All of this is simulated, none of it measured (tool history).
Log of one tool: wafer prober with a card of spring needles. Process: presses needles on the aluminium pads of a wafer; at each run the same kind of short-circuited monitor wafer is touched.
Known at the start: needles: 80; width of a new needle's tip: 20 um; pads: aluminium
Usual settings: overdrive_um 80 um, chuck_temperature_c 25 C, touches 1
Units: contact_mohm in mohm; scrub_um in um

run 1 day=0.000 | overdrive_um=80 chuck_temperature_c=25 touches=1 | contact_mohm=137 scrub_um=16.49
-- day=0.233 tips cleaned on abrasive film
-- day=0.558 tips cleaned on abrasive film
run 2 day=0.558 | overdrive_um=80 chuck_temperature_c=25 touches=2 | contact_mohm=138 scrub_um=16.53
-- day=0.875 tips cleaned on abrasive film
run 3 day=1.138 | overdrive_um=80 chuck_temperature_c=25 touches=2 | contact_mohm=141 scrub_um=16.45
-- day=1.183 tips cleaned on abrasive film
-- day=1.496 tips cleaned on abrasive film
run 4 day=1.671 | overdrive_um=80 chuck_temperature_c=25 touches=1 | contact_mohm=140 scrub_um=16.40
-- day=1.846 tips cleaned on abrasive film
-- day=2.150 tips cleaned on abrasive film
run 5 day=2.150 | overdrive_um=80 chuck_temperature_c=25 touches=1 | contact_mohm=136 scrub_um=16.54
-- day=2.483 tips cleaned on abrasive film
run 6 day=2.654 | overdrive_um=80 chuck_temperature_c=25 touches=1 | contact_mohm=140 scrub_um=16.51
-- day=2.812 tips cleaned on abrasive film
-- day=3.121 tips cleaned on abrasive film
run 7 day=3.342 | overdrive_um=94 chuck_temperature_c=69 touches=2 | contact_mohm=148 scrub_um=19.37
-- day=3.433 tips cleaned on abrasive film
-- day=3.767 tips cleaned on abrasive film
run 8 day=3.767 | overdrive_um=97 chuck_temperature_c=38 touches=2 | contact_mohm=143 scrub_um=20.04
-- day=4.129 tips cleaned on abrasive film
run 9 day=4.229 | overdrive_um=97 chuck_temperature_c=38 touches=2 | contact_mohm=140 scrub_um=20.04
-- day=4.471 tips cleaned on abrasive film
-- day=4.800 tips cleaned on abrasive film
run 10 day=4.842 | overdrive_um=84 chuck_temperature_c=49 touches=2 | contact_mohm=141 scrub_um=17.30

Forecast run 11:
-- day=5.108 tips cleaned on abrasive film
-- day=5.454 tips cleaned on abrasive film
run 11 day=5.546 | overdrive_um=84 chuck_temperature_c=49 touches=2 | contact_mohm=? scrub_um=?

Run 11 gave contact_mohm 142 mohm, scrub_um 17.31 um.
Without the tool's hidden state the same run would have given contact_mohm 142 mohm, scrub_um 17.31 um.
